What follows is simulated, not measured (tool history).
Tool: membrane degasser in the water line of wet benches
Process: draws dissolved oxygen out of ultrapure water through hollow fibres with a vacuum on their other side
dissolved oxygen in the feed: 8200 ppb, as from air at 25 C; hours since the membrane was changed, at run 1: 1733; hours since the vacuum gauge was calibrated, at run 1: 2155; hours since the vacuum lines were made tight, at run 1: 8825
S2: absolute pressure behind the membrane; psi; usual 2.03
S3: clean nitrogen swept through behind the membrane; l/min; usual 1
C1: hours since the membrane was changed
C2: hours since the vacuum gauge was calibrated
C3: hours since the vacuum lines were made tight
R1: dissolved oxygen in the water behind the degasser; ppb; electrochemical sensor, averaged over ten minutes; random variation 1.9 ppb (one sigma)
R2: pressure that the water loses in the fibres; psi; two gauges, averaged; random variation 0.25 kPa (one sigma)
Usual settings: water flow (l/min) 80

run 1 hour=0 | water_flow_(l/min)=80 S2=2.03 S3=1 | C1=1733 C2=2155 C3=8825 | R1=1289.3 R2=9.793
run 2 hour=35.5 | water_flow_(l/min)=80 S2=2.03 S3=1 | C1=1768 C2=2190 C3=8861 | R1=1289.1 R2=9.813
run 3 hour=80.3 | water_flow_(l/min)=80 S2=2.03 S3=1 | C1=1813 C2=2235 C3=8906 | R1=1291.8 R2=9.957
run 4 hour=120.8 | water_flow_(l/min)=80 S2=4.76 S3=1 | C1=1853 C2=2275 C3=8946 | R1=2909.4 R2=9.836
run 5 hour=151.8 | water_flow_(l/min)=80 S2=4.76 S3=1.18 | C1=1884 C2=2306 C3=8977 | R1=2649.3 R2=9.867
run 6 hour=186.5 | water_flow_(l/min)=80 S2=4.76 S3=1.18 | C1=1919 C2=2341 C3=9012 | R1=2644.6 R2=9.88
run 7 hour=212.3 | water_flow_(l/min)=80 S2=4.76 S3=1.18 | C1=1945 C2=2367 C3=9038 | R1=2657.5 R2=9.877
run 8 hour=245.6 | water_flow_(l/min)=80 S2=2.09 S3=1 | C1=1978 C2=2400 C3=9071 | R1=1334.6 R2=9.865
run 9 hour=270.4 | water_flow_(l/min)=80 S2=2.09 S3=1 | C1=2003 C2=2425 C3=9096 | R1=1334.9 R2=9.86
run 10 hour=296.5 | water_flow_(l/min)=80 S2=2.09 S3=1 | C1=2029 C2=2451 C3=9122 | R1=1336.6 R2=9.89
run 11 hour=325.4 | water_flow_(l/min)=114 S2=2.03 S3=1 | C1=2058 C2=2480 C3=9151 | R1=1600.3 R2=14.076
run 12 hour=349 | water_flow_(l/min)=114 S2=2.03 S3=1 | C1=2082 C2=2504 C3=9174 | R1=1608.7 R2=14.047
run 13 hour=388.4 | water_flow_(l/min)=114 S2=2.03 S3=1 | C1=2121 C2=2543 C3=9214 | R1=1603.4 R2=14.025
run 14 hour=408.5 | water_flow_(l/min)=114 S2=2.03 S3=1 | C1=2141 C2=2563 C3=9234 | R1=1599.2 R2=14.154
run 15 hour=433 | water_flow_(l/min)=114 S2=2.03 S3=1 | C1=2166 C2=2588 C3=9258 | R1=1601.8 R2=14.035
run 16 hour=455.9 | water_flow_(l/min)=81 S2=2.03 S3=1.33 | C1=2189 C2=2611 C3=9281 | R1=1085.1 R2=9.967

Run 17 comes next. What will it give?
run 17 hour=482.4 | water_flow_(l/min)=66 S2=3.55 S3=1 | C1=2215 C2=2637 C3=9308 | R1=? R2=?

R1: 2029.6 ppb
R2: 8.211 psi
Without the tool's hidden state the same run would have given R1 2024.5 ppb, R2 8.154 psi.
